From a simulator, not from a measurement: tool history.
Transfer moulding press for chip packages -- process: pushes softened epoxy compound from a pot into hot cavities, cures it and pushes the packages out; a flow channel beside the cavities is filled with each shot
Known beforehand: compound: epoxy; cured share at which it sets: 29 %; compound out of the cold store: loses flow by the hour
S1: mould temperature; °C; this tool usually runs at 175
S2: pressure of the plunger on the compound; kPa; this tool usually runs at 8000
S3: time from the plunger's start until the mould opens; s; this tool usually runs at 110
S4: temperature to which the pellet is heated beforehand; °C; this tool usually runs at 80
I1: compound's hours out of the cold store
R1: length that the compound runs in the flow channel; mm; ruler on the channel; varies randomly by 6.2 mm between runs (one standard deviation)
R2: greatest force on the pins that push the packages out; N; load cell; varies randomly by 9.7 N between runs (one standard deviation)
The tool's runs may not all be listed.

run,day,S1,S2,S3,S4,I1,R1,R2
1,0,175,8000,110,80,46.2,855,631
2,0.596,175,8000,110,80,36.9,903,635
# day 0.725: cavities cleaned with cleaning compound and waxed
3,1.292,175,8000,110,70,15.2,955,506
4,1.925,175,8000,110,70,30.4,900,572
5,2.492,175,8000,110,80,40.3,881,636
6,3.129,175,8000,110,80,27.5,908,662
# day 3.333: cavities cleaned with cleaning compound and waxed
7,3.854,178,8000,110,80,47.9,840,500
8,4.588,175,8000,110,80,25.4,905,604
9,5.3,175,8000,110,80,43,853,636
# day 5.946: cavities cleaned with cleaning compound and waxed
10,6.067,175,8000,110,80,39.1,856,470
11,6.775,175,8000,110,80,33.3,861,585
12,7.471,175,8000,138,80,46.5,837,579
13,8.121,175,8000,138,80,24,880,649
# day 8.567: cavities cleaned with cleaning compound and waxed
14,8.967,175,8000,110,79,36.3,839,503
# day 9.275: plunger's sealing rings changed
15,9.75,175,7410,136,74,13.8,923,551
16,10.333,175,7630,136,85,28.9,890,580
17,11.1,175,7630,136,75,16.7,912,631
# day 11.292: cavities cleaned with cleaning compound and waxed
18,11.662,175,7630,136,75,28.8,878,472
19,12.371,173,6120,116,75,31.1,788,591
20,12.875,173,8320,116,75,15.8,951,615
21,13.55,175,8150,110,72,14.7,934,671
# day 13.9: cavities cleaned with cleaning compound and waxed
22,14.15,175,8150,94,89,11.9,948,566
23,14.821,168,8550,136,88,32.4,936,556
24,15.233,168,8260,136,88,10.7,956,625
25,15.983,171,8260,136,88,36.7,880,615
# day 16.55: cavities cleaned with cleaning compound and waxed
26,16.738,176,8640,120,89,38.1,896,450
27,17.458,176,8640,120,89,41.6,869,541
28,18.138,179,8000,96,80,37,849,627

Each row is a separate what-if for the run after 28, all from the same tool condition, not one after another. Results?
# day 18.538: plunger's sealing rings changed
A,18.733,175,6700,110,80,44,?,?
# day 18.538: plunger's sealing rings changed
B,18.733,179,8000,101,87,30.1,?,?
# day 18.538: plunger's sealing rings changed
C,18.733,175,8550,142,83,32.6,?,?

run,R1,R2
A,808,653
B,907,648
C,934,614
Without the tool's unlogged condition, the same runs would have read:
run,R1,R2
A,808,445
B,908,442
C,934,420
